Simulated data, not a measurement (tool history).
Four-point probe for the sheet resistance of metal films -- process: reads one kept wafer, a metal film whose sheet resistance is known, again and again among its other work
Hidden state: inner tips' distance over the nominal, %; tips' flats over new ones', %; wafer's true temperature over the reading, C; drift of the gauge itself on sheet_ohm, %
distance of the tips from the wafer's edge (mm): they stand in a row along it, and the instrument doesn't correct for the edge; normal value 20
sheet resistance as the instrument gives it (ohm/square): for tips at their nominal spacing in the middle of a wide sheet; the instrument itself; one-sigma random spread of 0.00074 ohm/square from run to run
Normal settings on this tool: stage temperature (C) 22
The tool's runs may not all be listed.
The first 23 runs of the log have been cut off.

| run | hour | stage temperature (C) | distance of the tips from the wafer's edge (mm) | touches since the probe head was changed | hours of work since the stage's thermometer was calibrated | sheet resistance as the instrument gives it (ohm/square) |
|---|---|---|---|---|---|---|
| 24 | 810.8 | 19 | 63 | 133041 | 407 | 3.682316 |
| 25 | 838.7 | 33 | 5 | 134562 | 425 | 3.696694 |
| 26 | 871 | 23 | 39 | 136317 | 447 | 3.677247 |
| 27 | 895 | 32 | 9 | 137625 | 462 | 3.675404 |
| 28 | 916.5 | 32 | 9 | 138800 | 477 | 3.673872 |
| 29 | 954 | 22 | 19 | 140839 | 501 | 3.678256 |
| 30 | 980.4 | 19 | 34 | 142277 | 519 | 3.682201 |
| 31 | 1004.1 | 34 | 35 | 143573 | 535 | 3.661606 |
| 32 | 1038.1 | 21 | 7 | 145423 | 557 | 3.693571 |
| 33 | 1059.5 | 18 | 13 | 146591 | 571 | 3.68772 |
| 34 | 1087.6 | 18 | 33 | 148120 | 590 | 3.681601 |
| 35 | 1120.5 | 34 | 57 | 149913 | 612 | 3.658852 |
| 36 | 1165.6 | 34 | 57 | 152373 | 642 | 3.659737 |
| 37 | 1205.3 | 34 | 57 | 154531 | 668 | 3.659323 |
| 38 | 1254.5 | 26 | 57 | 157217 | 700 | 3.667828 |
| 39 | 1280.8 | 26 | 57 | 158649 | 718 | 3.668099 |
| 40 | 1300.9 | 19 | 3 | 159741 | 731 | 3.764829 |
| 41 | 1331.4 | 19 | 3 | 161405 | 751 | 3.764062 |
| 42 | 1376.5 | 23 | 42 | 163860 | 781 | 3.67234 |
| 43 | 1415.7 | 23 | 42 | 165997 | 807 | 3.673682 |
| 44 | 1461.5 | 20 | 5 | 168493 | 837 | 3.70764 |
|  | 1490.7 | new probe head fitted |
| 45 | 1490.7 | 25 | 7 | 0 | 856 | 3.710112 |

Each row is a separate what-if for the run after 45, all from the same tool condition, not one after another. Results?
| A | 1523.3 | 32 | 7 | 1777 | 878 | ? |
| B | 1523.3 | 28 | 6 | 1777 | 878 | ? |
| C | 1523.3 | 25 | 6 | 1777 | 878 | ? |
| D | 1523.3 | 31 | 41 | 1777 | 878 | ? |

| run | sheet resistance as the instrument gives it (ohm/square) |
|---|---|
| A | 3.699795 |
| B | 3.711356 |
| C | 3.715034 |
| D | 3.686326 |
The same runs, with their run-to-run variation unchanged, on a tool lacking any hidden condition would have given:
| run | sheet resistance as the instrument gives it (ohm/square) |
|---|---|
| A | 3.713816 |
| B | 3.72539 |
| C | 3.729059 |
| D | 3.700295 |
